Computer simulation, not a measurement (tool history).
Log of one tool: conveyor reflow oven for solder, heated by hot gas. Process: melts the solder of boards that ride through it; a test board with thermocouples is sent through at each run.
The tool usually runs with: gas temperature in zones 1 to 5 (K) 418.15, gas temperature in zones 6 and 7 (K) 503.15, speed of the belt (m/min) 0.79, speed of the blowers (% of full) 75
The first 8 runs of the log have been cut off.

run   hour  gas temperature in zones 1 to 5 (K)  gas temperature in zones 6 and 7 (K)  speed of the belt (m/min)  speed of the blowers (% of full)  highest temperature of the board (K)  time above the solder's melting point (s)
  9  107.1                               418.15                                500.15                       0.79                                75                                487.05                                         46
 10  122.7                               418.15                                500.15                       0.79                                75                                486.85                                       45.9
 11  134.7                               418.15                                511.15                       0.79                                75                                496.35                                         51
 12  152.7                               418.15                                511.15                       0.79                                75                                496.45                                         51
 13    163                               410.15                                503.15                       0.79                                75                                487.75                                       43.8
 14  175.6                               410.15                                503.15                      0.742                                75                                489.55                                       48.1
 15  186.5                               410.15                                503.15                      0.742                                75                                489.95                                         48
 16  195.7                               418.15                                512.15                       0.79                                75                                497.05                                       51.2
 17    204                               418.15                                496.15                       0.76                                75                                484.35                                       45.6
 18  218.8                               418.15                                496.15                       0.76                                75                                483.95                                       45.6
 19  234.5                               418.15                                496.15                       0.76                                75                                484.15                                       45.2
     240.5  -- flux residue cleaned out of gas plates and filters
 20  250.1                               418.15                                496.15                       0.76                                75                                483.35                                       44.9
 21  268.2                               403.15                                495.15                      0.832                                52                                470.55                                       22.9
 22    284                               418.15                                503.15                       0.79                                51                                482.75                                         41
 23  291.9                               418.15                                503.15                      0.797                                75                                488.45                                       45.6
 24  304.4                               418.15                                503.15                      0.797                                75                                488.15                                       45.3
 25  315.7                               418.15                                503.15                      0.797                                75                                488.05                                       45.6
 26  332.5                               415.15                                503.15                      0.706                                74                                491.15                                       52.9
 27  348.1                               408.15                                503.15                      0.681                                75                                490.85                                       52.9
     358.8  -- flux residue cleaned out of gas plates and filters, once more
 28  367.7                               426.15                                506.15                      0.631                                85                                501.85                                       70.9
 29  379.8                               410.15                                501.15                      0.631                                66                                493.05                                       59.8
 30  393.3                               422.15                                498.15                       0.92                                83                                484.65                                       38.5

Below are 3 alternative next runs, each starting from the tool's condition after run 30. Predict each:
  A  404.5                               422.15                                498.15                       0.92                                86                                     ?                                          ?
  B  404.5                               425.15                                498.15                       0.92                                68                                     ?                                          ?
  C  404.5                               429.15                                500.15                       0.92                                83                                     ?                                          ?

run  highest temperature of the board (K)  time above the solder's melting point (s)
  A                                485.45                                         39
  B                                482.15                                       37.3
  C                                487.55                                       42.5
Stripped of hidden state, with their random variation kept, the same runs would have yielded:
run  highest temperature of the board (K)  time above the solder's melting point (s)
  A                                483.45                                       37.7
  B                                480.25                                       35.9
  C                                485.65                                       41.3

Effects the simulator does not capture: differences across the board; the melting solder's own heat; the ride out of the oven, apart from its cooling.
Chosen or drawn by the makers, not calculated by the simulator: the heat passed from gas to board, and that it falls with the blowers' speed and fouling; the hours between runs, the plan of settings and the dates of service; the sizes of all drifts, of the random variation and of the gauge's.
